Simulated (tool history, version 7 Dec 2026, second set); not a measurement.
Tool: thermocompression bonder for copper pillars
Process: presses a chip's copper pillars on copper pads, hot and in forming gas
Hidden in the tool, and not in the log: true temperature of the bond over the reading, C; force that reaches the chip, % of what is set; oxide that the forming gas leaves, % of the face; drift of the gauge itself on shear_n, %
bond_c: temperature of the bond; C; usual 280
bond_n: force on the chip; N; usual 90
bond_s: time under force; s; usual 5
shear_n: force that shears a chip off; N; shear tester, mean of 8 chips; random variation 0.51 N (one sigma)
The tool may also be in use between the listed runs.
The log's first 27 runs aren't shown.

| run | hour | bond_c | bond_n | bond_s | hours of work since the heater was calibrated | hours of work since the force cell was calibrated | hours of work since the gas filter was changed | shear_n |
|---|---|---|---|---|---|---|---|---|
| 28 | 305 | 296 | 101 | 4 | 409 | 530 | 350 | 42.7 |
| 29 | 316 | 280 | 69 | 5 | 417 | 538 | 358 | 32.6 |
| 30 | 326.6 | 264 | 90 | 4 | 425 | 545 | 366 | 28.6 |
| 31 | 341.1 | 264 | 89 | 15 | 435 | 556 | 376 | 48.4 |
| 32 | 353.2 | 264 | 89 | 15 | 444 | 565 | 385 | 47.2 |
| 33 | 368.2 | 264 | 89 | 15 | 455 | 575 | 396 | 47.3 |
| 34 | 377 | 281 | 90 | 5 | 461 | 582 | 402 | 38.5 |
|  | 389.2 | forming gas filter changed |
| 35 | 390.3 | 281 | 90 | 5 | 471 | 591 | 1 | 41.3 |
| 36 | 401.7 | 281 | 86 | 7 | 479 | 599 | 9 | 46.4 |
| 37 | 416.9 | 307 | 90 | 5 | 490 | 610 | 20 | 52.2 |
| 38 | 424 | 307 | 90 | 5 | 495 | 615 | 25 | 50.1 |
| 39 | 435.4 | 279 | 120 | 3 | 503 | 623 | 33 | 37.6 |

4 ways to go on from here, each from the tool as it stands after run 39. What would each give?
| A | 445.2 | 277 | 65 | 3 | 510 | 631 | 40 | ? |
| B | 445.2 | 302 | 68 | 4 | 510 | 631 | 40 | ? |
| C | 445.2 | 274 | 77 | 14 | 510 | 631 | 40 | ? |
| D | 445.2 | 279 | 118 | 7 | 510 | 631 | 40 | ? |

| run | shear_n |
|---|---|
| A | 27.3 |
| B | 40.4 |
| C | 51.4 |
| D | 52.1 |
Without the tool's hidden state the same runs would have given:
| run | shear_n |
|---|---|
| A | 27.3 |
| B | 40.4 |
| C | 51.5 |
| D | 52.3 |

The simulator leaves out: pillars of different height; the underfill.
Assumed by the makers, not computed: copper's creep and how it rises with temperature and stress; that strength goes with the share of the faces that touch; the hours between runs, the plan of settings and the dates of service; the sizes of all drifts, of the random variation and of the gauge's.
